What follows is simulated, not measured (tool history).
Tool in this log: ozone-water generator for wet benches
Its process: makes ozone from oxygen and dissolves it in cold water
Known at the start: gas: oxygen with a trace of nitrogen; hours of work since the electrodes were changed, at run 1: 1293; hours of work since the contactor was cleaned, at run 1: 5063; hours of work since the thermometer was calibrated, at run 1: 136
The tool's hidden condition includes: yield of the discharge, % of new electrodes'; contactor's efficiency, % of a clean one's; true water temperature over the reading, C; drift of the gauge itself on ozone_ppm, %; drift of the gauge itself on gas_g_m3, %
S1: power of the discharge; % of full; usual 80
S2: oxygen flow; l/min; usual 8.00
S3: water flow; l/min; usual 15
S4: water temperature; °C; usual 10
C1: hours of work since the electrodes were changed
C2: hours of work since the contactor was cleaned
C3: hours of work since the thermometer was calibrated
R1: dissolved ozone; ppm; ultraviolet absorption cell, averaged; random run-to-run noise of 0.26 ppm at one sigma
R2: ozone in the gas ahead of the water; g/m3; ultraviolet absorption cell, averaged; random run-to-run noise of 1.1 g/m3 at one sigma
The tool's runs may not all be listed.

run,hour,S1,S2,S3,S4,C1,C2,C3,R1,R2
1,0.0,80,8.00,15,10,1293,5063,136,38.4,197.0
2,18.1,80,8.00,15,10,1311,5081,154,37.8,198.0
3,35.0,80,8.00,15,10,1328,5098,171,38.3,197.4
4,60.5,80,8.00,15,10,1354,5124,197,38.1,198.2
5,86.4,80,8.00,15,10,1380,5149,223,37.8,198.2
6,105.7,80,8.00,15,9,1399,5169,242,38.9,198.4
7,131.3,80,8.00,15,9,1425,5194,268,38.3,197.5
8,156.8,80,8.00,12,10,1450,5220,293,42.9,198.2
9,190.3,80,8.00,12,10,1484,5253,327,42.4,196.3
10,210.0,80,8.00,12,10,1503,5273,346,42.3,196.3
11,248.1,80,10.02,15,10,1541,5311,384,37.0,177.2
12,282.8,80,10.02,15,10,1576,5346,419,37.1,176.6
13,310.1,80,10.02,15,10,1603,5373,446,37.1,175.7
# hour 316.6: contactor cleaned
14,345.8,80,10.02,20,14,1635,29,478,28.8,175.5
15,371.4,55,9.96,13,7,1661,55,504,32.0,135.6
16,402.5,80,11.30,15,10,1692,86,535,35.6,163.9
17,433.2,57,13.31,15,13,1722,117,565,25.6,119.0
# hour 440.4: contactor cleaned, once more
18,465.0,80,5.69,15,10,1750,25,593,38.6,230.2
19,484.6,80,5.69,15,10,1770,44,613,39.2,227.1
20,503.9,80,5.69,15,10,1789,63,632,38.8,230.2
21,522.7,80,7.14,15,10,1808,82,651,38.5,207.4

Consider 4 possible next runs. They are alternatives, not a sequence: every one starts from the tool as it was left by run 21. What does each give?
A,559.4,80,8.00,19,15,1845,119,688,?,?
B,559.4,80,7.27,15,5,1845,119,688,?,?
C,559.4,80,7.14,18,10,1845,119,688,?,?
D,559.4,80,8.00,15,8,1845,119,688,?,?

run,R1,R2
A,30.9,196.6
B,41.9,204.9
C,34.4,206.3
D,40.0,195.7
Stripped of hidden state, with their random variation kept, the same runs would have yielded:
run,R1,R2
A,32.0,202.7
B,43.4,211.2
C,35.6,212.7
D,41.5,201.7
